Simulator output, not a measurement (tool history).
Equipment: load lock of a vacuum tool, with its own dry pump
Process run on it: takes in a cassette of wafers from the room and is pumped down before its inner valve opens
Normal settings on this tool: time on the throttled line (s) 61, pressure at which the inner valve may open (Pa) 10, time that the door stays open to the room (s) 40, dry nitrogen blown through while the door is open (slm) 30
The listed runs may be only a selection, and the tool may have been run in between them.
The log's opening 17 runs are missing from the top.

| run | hour | time on the throttled line (s) | pressure at which the inner valve may open (Pa) | time that the door stays open to the room (s) | dry nitrogen blown through while the door is open (slm) | incoming humidity of the room's air, % | time from the closed door until the inner valve may open (s) | rise of the pressure with all valves shut (Pa/min) |
|---|---|---|---|---|---|---|---|---|
| 18 | 3633.1 | 61 | 10 | 40 | 27 | 47.0 | 134.5 | 0.413 |
| 19 | 3770.1 | 61 | 10 | 44 | 30 | 42.9 | 134.8 | 0.412 |
| 20 | 4045.5 | 61 | 10 | 108 | 6 | 43.2 | 133.9 | 0.471 |
| 21 | 4341.7 | 61 | 10 | 108 | 6 | 44.2 | 134.5 | 0.494 |
| 22 | 4517.8 | 106 | 7 | 61 | 7 | 43.6 | 176.1 | 0.476 |
| 23 | 4655.9 | 106 | 7 | 61 | 7 | 47.0 | 174.7 | 0.491 |
| 24 | 4921.6 | 98 | 14 | 61 | 7 | 44.9 | 161.3 | 0.511 |
| 25 | 5222.4 | 43 | 12 | 40 | 14 | 45.8 | 121.0 | 0.508 |
| 26 | 5457.2 | 43 | 12 | 40 | 14 | 44.6 | 120.5 | 0.519 |
| 27 | 5719.2 | 37 | 16 | 32 | 14 | 44.7 | 114.4 | 0.524 |
| 28 | 5972.1 | 90 | 18 | 216 | 14 | 48.1 | 151.9 | 0.571 |
| 29 | 6100.1 | 75 | 11 | 38 | 16 | 42.1 | 148.9 | 0.549 |
| 30 | 6345.8 | 63 | 11 | 38 | 7 | 46.9 | 137.9 | 0.583 |
| 31 | 6590.7 | 63 | 11 | 38 | 7 | 43.5 | 139.1 | 0.599 |
| 32 | 6804.0 | 61 | 9 | 40 | 5 | 45.9 | 140.8 | 0.611 |
| 33 | 7084.7 | 61 | 9 | 40 | 5 | 45.6 | 139.6 | 0.630 |
| 34 | 7208.6 | 46 | 9 | 55 | 40 | 46.6 | 128.8 | 0.628 |
| 35 | 7516.5 | 46 | 9 | 55 | 40 | 44.4 | 130.8 | 0.640 |
| 36 | 7805.0 | 46 | 9 | 55 | 40 | 45.3 | 129.8 | 0.634 |
| 37 | 8007.2 | 68 | 9 | 55 | 7 | 46.8 | 147.2 | 0.684 |
| 38 | 8256.5 | 41 | 10 | 40 | 15 | 46.2 | 125.6 | 0.684 |

Forecast each of these 3 alternatives for the next run:
| A | 8509.8 | 45 | 9 | 40 | 15 | 41.5 | ? | ? |
| B | 8509.8 | 61 | 9 | 27 | 30 | 45.8 | ? | ? |
| C | 8509.8 | 37 | 11 | 124 | 15 | 46.1 | ? | ? |

| run | time from the closed door until the inner valve may open (s) | rise of the pressure with all valves shut (Pa/min) |
|---|---|---|
| A | 129.4 | 0.705 |
| B | 143.0 | 0.693 |
| C | 123.8 | 0.722 |
Stripped of hidden state, with their random variation kept, the same runs would have yielded:
| run | time from the closed door until the inner valve may open (s) | rise of the pressure with all valves shut (Pa/min) |
|---|---|---|
| A | 108.9 | 0.036 |
| B | 123.0 | 0.023 |
| C | 102.8 | 0.056 |

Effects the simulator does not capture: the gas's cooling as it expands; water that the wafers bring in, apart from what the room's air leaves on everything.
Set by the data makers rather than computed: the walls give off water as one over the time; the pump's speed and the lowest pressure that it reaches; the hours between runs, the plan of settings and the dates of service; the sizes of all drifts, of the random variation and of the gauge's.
